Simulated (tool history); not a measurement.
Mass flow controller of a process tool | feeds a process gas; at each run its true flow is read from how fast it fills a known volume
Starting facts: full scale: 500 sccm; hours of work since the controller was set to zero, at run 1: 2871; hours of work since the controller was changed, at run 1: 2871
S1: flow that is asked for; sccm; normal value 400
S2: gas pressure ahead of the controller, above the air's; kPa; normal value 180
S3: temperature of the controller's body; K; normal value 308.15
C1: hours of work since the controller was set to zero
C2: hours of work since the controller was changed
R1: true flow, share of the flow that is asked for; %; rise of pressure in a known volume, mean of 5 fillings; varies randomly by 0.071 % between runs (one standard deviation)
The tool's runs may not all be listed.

| run | hour | S1 | S2 | S3 | C1 | C2 | R1 |
|---|---|---|---|---|---|---|---|
| 1 | 0 | 400 | 180 | 308.15 | 2871 | 2871 | 100.24 |
| 2 | 177.6 | 400 | 180 | 308.15 | 2946 | 2946 | 100.24 |
| 3 | 265.5 | 400 | 180 | 308.15 | 2983 | 2983 | 100.1 |
| 4 | 412.4 | 400 | 180 | 301.15 | 3045 | 3045 | 99.49 |
| 5 | 553.5 | 400 | 180 | 301.15 | 3105 | 3105 | 99.45 |
| 6 | 756.8 | 400 | 180 | 301.15 | 3190 | 3190 | 99.19 |
| 7 | 866.2 | 400 | 180 | 301.15 | 3237 | 3237 | 99.14 |
| 8 | 992.8 | 53 | 180 | 308.15 | 3290 | 3290 | 97.45 |
| 9 | 1193 | 53 | 180 | 308.15 | 3375 | 3375 | 97.43 |
| 10 | 1367.7 | 400 | 150 | 308.15 | 3448 | 3448 | 99.51 |
| 11 | 1572 | 52 | 180 | 308.15 | 3535 | 3535 | 97.15 |
| 12 | 1719.7 | 52 | 252 | 308.15 | 3597 | 3597 | 96.4 |
| 13 | 1804.8 | 52 | 252 | 308.15 | 3633 | 3633 | 96.49 |
| 14 | 2008.3 | 52 | 252 | 308.15 | 3719 | 3719 | 96.27 |
| 15 | 2135.1 | 52 | 249 | 308.15 | 3772 | 3772 | 96.14 |
| 16 | 2321 | 75 | 180 | 308.15 | 3851 | 3851 | 96.61 |
| 17 | 2457.1 | 400 | 180 | 308.15 | 3908 | 3908 | 98.36 |
| 18 | 2575.6 | 477 | 180 | 308.15 | 3958 | 3958 | 98.8 |
| 19 | 2699.9 | 477 | 180 | 308.15 | 4011 | 4011 | 98.5 |
| 20 | 2798.2 | 477 | 223 | 308.15 | 4052 | 4052 | 98.18 |
| 21 | 2947.2 | 400 | 180 | 300.15 | 4115 | 4115 | 97.48 |
| 22 | 3057 | 400 | 180 | 297.15 | 4161 | 4161 | 97.1 |
| 23 | 3233 | 160 | 178 | 299.15 | 4236 | 4236 | 95.96 |
| 24 | 3431.6 | 435 | 194 | 299.15 | 4319 | 4319 | 97.09 |
| 25 | 3526.2 | 435 | 194 | 299.15 | 4359 | 4359 | 97.13 |
|  | 3611.8 | gauge calibrated |
| 26 | 3656.1 | 61 | 141 | 300.15 | 4414 | 4414 | 98.12 |
| 27 | 3798.9 | 400 | 234 | 308.15 | 4474 | 4474 | 99.88 |

Run 28, settings as shown, results not yet in. Your forecast:
| 28 | 3895 | 400 | 234 | 308.15 | 4515 | 4515 | ? |

{"run 28": {"R1": 99.67}}
Were there no unlogged condition in the tool, this run, its random variation unchanged, would have produced R1 99.89 %.

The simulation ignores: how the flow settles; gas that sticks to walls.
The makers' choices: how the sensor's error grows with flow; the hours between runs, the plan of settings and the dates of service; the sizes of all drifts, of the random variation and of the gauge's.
